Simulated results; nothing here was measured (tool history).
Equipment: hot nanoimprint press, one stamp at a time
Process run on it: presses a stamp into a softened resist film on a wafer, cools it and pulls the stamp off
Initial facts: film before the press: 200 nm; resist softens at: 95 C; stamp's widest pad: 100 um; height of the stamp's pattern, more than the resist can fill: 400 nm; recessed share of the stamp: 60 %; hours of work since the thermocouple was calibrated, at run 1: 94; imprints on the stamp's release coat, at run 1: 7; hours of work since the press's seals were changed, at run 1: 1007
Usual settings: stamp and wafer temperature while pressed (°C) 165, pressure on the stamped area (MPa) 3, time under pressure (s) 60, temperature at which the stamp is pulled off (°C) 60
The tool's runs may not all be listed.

run     day  stamp and wafer temperature while pressed (°C)  pressure on the stamped area (MPa)  time under pressure (s)  temperature at which the stamp is pulled off (°C)  hours of work since the thermocouple was calibrated  imprints on the stamp's release coat  hours of work since the press's seals were changed  resist left under the stamp's widest pad (angstrom)  greatest force while the stamp is pulled off (N)
  1       0                                             165                                   3                       60                                                 60                                                   94                                     7                                                1007                                                  860                                               217
  2   1.458                                             165                                   3                       60                                                 60                                                  122                                    93                                                1034                                                  876                                               222
       2.75  -- press's hydraulic seals changed and the load cell set to zero
  3     2.8                                             165                                   3                       60                                                 60                                                  141                                   153                                                   1                                                  860                                               216
  4   3.871                                             165                                   3                       60                                                 60                                                  161                                   216                                                  21                                                  856                                               219
  5     4.9                                             165                                   3                       60                                                 60                                                  181                                   277                                                  41                                                  874                                               219
  6   6.204                                             165                                   3                       60                                                 60                                                  206                                   355                                                  65                                                  865                                               219
  7   7.571                                             165                                   3                       60                                                 60                                                  231                                   435                                                  91                                                  856                                               215
  8   8.988                                             155                                3.04                       60                                                 63                                                  258                                   519                                                 118                                                 1170                                               205
  9   9.833                                             165                                1.82                       60                                                 60                                                  274                                   569                                                 134                                                 1073                                               218
 10  11.279                                             165                                1.82                       60                                                 60                                                  302                                   655                                                 162                                                 1072                                               222
 11  12.654                                             165                                3.98                       45                                                 52                                                  328                                   736                                                 188                                                  854                                               240
 12  13.996                                             165                                2.62                      100                                                 54                                                  353                                   815                                                 213                                                  749                                               239
 13  15.604                                             160                                   3                       60                                                 54                                                  384                                   911                                                 244                                                 1015                                               239

5 ways to go on from here, each from the tool as it stands after run 13. What would each give?
  A  17.217                                             160                                2.28                       60                                                 62                                                  414                                  1006                                                 274                                                    ?                                                 ?
  B  17.217                                             155                                2.01                       42                                                 60                                                  414                                  1006                                                 274                                                    ?                                                 ?
  C  17.217                                             154                                3.65                       60                                                 53                                                  414                                  1006                                                 274                                                    ?                                                 ?
  D  17.217                                             165                                4.67                       60                                                 60                                                  414                                  1006                                                 274                                                    ?                                                 ?
  E  17.217                                             165                                2.11                       60                                                 60                                                  414                                  1006                                                 274                                                    ?                                                 ?

run  resist left under the stamp's widest pad (angstrom)  greatest force while the stamp is pulled off (N)
  A                                                 1120                                               213
  B                                                 1475                                               217
  C                                                 1124                                               246
  D                                                  702                                               219
  E                                                 1007                                               220
Without the tool's unlogged condition, the same runs would have read:
run  resist left under the stamp's widest pad (angstrom)  greatest force while the stamp is pulled off (N)
  A                                                 1118                                               211
  B                                                 1473                                               215
  C                                                 1121                                               244
  D                                                  700                                               217
  E                                                 1005                                               218

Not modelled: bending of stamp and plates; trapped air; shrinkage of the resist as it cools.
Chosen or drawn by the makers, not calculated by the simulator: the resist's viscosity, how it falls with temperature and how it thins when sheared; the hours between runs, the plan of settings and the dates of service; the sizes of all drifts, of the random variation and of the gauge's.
